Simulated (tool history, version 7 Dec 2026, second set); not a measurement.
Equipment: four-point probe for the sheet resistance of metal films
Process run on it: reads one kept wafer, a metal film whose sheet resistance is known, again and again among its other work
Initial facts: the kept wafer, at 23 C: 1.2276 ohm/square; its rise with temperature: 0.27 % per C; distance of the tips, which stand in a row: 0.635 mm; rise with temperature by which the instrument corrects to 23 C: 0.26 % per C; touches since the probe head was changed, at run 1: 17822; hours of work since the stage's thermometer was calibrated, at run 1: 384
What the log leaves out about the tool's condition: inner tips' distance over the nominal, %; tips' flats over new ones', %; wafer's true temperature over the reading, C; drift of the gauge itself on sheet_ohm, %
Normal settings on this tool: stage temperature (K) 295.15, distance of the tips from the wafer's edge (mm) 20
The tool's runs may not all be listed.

run,hour,stage temperature (K),distance of the tips from the wafer's edge (mm),touches since the probe head was changed,hours of work since the stage's thermometer was calibrated,sheet resistance as the instrument gives it (ohm/square)
1,0.0,295.15,20,17822,384,1.223087
2,21.8,295.15,20,18579,395,1.223612
3,45.6,295.15,20,19402,406,1.223127
4,77.2,295.15,20,20495,422,1.223276
5,109.3,295.15,20,21609,437,1.223431
6,128.7,295.15,20,22279,447,1.223166
7,157.7,295.15,20,23285,461,1.223567
8,186.4,295.15,20,24281,475,1.223482
9,216.2,295.15,20,25313,490,1.223486
10,249.1,295.15,20,26451,506,1.223541
11,288.0,295.15,20,27798,525,1.223901
12,317.2,295.15,20,28810,539,1.223887
13,338.0,295.15,20,29532,549,1.223680
14,360.9,295.15,4,30326,560,1.239379
15,390.8,295.15,4,31359,575,1.239600
16,414.2,295.15,54,32172,587,1.223410
17,440.5,303.15,20,33082,599,1.224424
18,465.4,296.15,20,33944,612,1.223858
# hour 469.6: stage's thermometer calibrated
19,488.2,295.15,5,34716,9,1.234079
20,509.4,296.15,20,35450,19,1.224116
21,530.6,296.15,20,36186,30,1.224028
22,557.5,301.15,20,37119,43,1.224708

For run 23, what comes out?
23,583.0,306.15,20,38001,55,?

For run 23 the tool returned sheet resistance as the instrument gives it (ohm/square) 1.224844.
The same run, on a tool lacking any hidden state, would have yielded sheet resistance as the instrument gives it (ohm/square) 1.228932.

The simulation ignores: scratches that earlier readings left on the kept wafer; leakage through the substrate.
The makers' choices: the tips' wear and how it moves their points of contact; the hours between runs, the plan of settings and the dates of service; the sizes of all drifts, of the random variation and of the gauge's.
